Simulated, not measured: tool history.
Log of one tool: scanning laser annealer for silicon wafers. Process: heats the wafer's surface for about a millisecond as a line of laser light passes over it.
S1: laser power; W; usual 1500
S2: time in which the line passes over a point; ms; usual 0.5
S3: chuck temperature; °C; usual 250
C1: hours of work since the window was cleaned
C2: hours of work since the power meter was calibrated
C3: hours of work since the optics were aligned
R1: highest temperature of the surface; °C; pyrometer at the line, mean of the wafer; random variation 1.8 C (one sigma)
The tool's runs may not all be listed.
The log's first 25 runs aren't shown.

run   hour    S1     S2   S3   C1   C2   C3    R1
 26  525.8  1321  0.385  250   92  566  505   810
 27  547.5  1550  0.548  268  105  578  517  1100
 28  567.8  1478  0.373  262  116  589  529   891
 29  594.4  1371  0.398  252  131  604  544   847
 30  618.4  1371  0.398  252  144  618  557   847
 31  641.1  1360  0.352  224  157  631  570   769
 32  660.4  1382  0.352  224  168  641  581   780
 33  682.2  1500  0.414  219  180  654  593   891
 34  705.6  1500  0.414  219  193  667  606   888
 35  720.2  1512  0.386  244  202  675  615   894
 36    744  1289  0.534  247  215  688  628   886
 37  763.5  1448  0.498  245  226  699  639   956
 38  789.6  1318  0.438  250  241  714  654   838
 39  817.9  1462  0.392  274  257  730  669   896
 40  841.8  1336  0.425  278  270  743  683   862
 41  866.5  1500   0.59  234  284  757  697  1042
 42  887.5  1522  0.382  248  296  769  709   891

Forecast each of these 3 alternatives for the next run:
  A  914.8  1522  0.382  247  311  784  724   ?
  B  914.8  1434  0.382  245  311  784  724   ?
  C  914.8  1355  0.361  248  311  784  724   ?

run   R1
  A  888
  B  838
  C  784
Without the tool's hidden state the same runs would have given:
run   R1
  A  933
  B  880
  C  822
